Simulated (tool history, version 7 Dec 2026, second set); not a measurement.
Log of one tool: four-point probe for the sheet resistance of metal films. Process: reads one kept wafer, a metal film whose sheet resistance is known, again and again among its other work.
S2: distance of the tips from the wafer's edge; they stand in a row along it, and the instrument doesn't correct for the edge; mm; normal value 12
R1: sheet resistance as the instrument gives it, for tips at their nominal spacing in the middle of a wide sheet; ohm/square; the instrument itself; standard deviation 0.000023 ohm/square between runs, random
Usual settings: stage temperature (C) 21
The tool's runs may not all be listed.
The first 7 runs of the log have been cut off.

Run 8, hour 91.2: usual settings. Result: R1 0.117059 ohm/square.
Run 9, hour 111.2: usual settings but stage temperature (C) 27. Result: R1 0.116725 ohm/square.
Run 10, hour 124.1: usual settings. Result: R1 0.117037 ohm/square.
Run 11, hour 137.4: usual settings but S2 11 mm. Result: R1 0.117104 ohm/square.
Run 12, hour 146.8: usual settings but S2 11 mm. Result: R1 0.117084 ohm/square.
Run 13, hour 160.5: usual settings but stage temperature (C) 23. Result: R1 0.116901 ohm/square.
Run 14, hour 171.8: usual settings but stage temperature (C) 23. Result: R1 0.11692 ohm/square.
Run 15, hour 188: usual settings but stage temperature (C) 23. Result: R1 0.116911 ohm/square.
Run 16, hour 203: usual settings but S2 22 mm. Result: R1 0.116891 ohm/square.
Run 17, hour 218: usual settings but stage temperature (C) 32, S2 9 mm. Result: R1 0.116552 ohm/square.
Run 18, hour 228.5: usual settings but stage temperature (C) 18. Result: R1 0.117216 ohm/square.
Run 19, hour 241.4: usual settings but stage temperature (C) 20, S2 28 mm. Result: R1 0.116933 ohm/square.
Run 20, hour 261.4: usual settings but stage temperature (C) 29, S2 5 mm. Result: R1 0.117367 ohm/square.
Run 21, hour 277.6: usual settings but stage temperature (C) 29, S2 5 mm. Result: R1 0.117424 ohm/square.
Run 22, hour 292.8: usual settings but stage temperature (C) 29, S2 5 mm. Result: R1 0.117394 ohm/square.
Run 23, hour 305.2: usual settings but stage temperature (C) 27, S2 9 mm. Result: R1 0.116834 ohm/square.
Run 24, hour 325.3: usual settings but stage temperature (C) 27, S2 9 mm. Result: R1 0.116821 ohm/square.
Run 25, hour 341.9: usual settings but stage temperature (C) 25, S2 7 mm. Result: R1 0.117113 ohm/square.
Run 26, hour 362.8: usual settings but stage temperature (C) 24, S2 7 mm. Result: R1 0.117196 ohm/square.
Run 27, hour 379.8: usual settings but stage temperature (C) 23, S2 22 mm. Result: R1 0.116721 ohm/square.
Run 28, hour 395.7: usual settings but stage temperature (C) 30, S2 36 mm. Result: R1 0.116318 ohm/square.
Run 29, hour 415.2: usual settings but stage temperature (C) 22, S2 40 mm. Result: R1 0.116753 ohm/square.
Run 30, hour 429.2: usual settings but stage temperature (C) 30, S2 30 mm. Result: R1 0.116302 ohm/square.

Consider 5 possible next runs. They are alternatives, not a sequence: every one starts from the tool as it was left by run 30. What does each give?
Run A, hour 442.9: usual settings but stage temperature (C) 23, S2 5 mm. Result: R1 ?.
Run B, hour 442.9: usual settings but stage temperature (C) 31, S2 9 mm. Result: R1 ?.
Run C, hour 442.9: usual settings but stage temperature (C) 20, S2 5 mm. Result: R1 ?.
Run D, hour 442.9: usual settings but stage temperature (C) 18, S2 7 mm. Result: R1 ?.
Run E, hour 442.9: usual settings but stage temperature (C) 22, S2 4 mm. Result: R1 ?.

run        R1
  A  0.117666
  B  0.116567
  C  0.117864
  D  0.117446
  E  0.118285
What these runs would have given with no unlogged condition in the tool:
run        R1
  A  0.117798
  B  0.116698
  C  0.117996
  D  0.117577
  E  0.118418
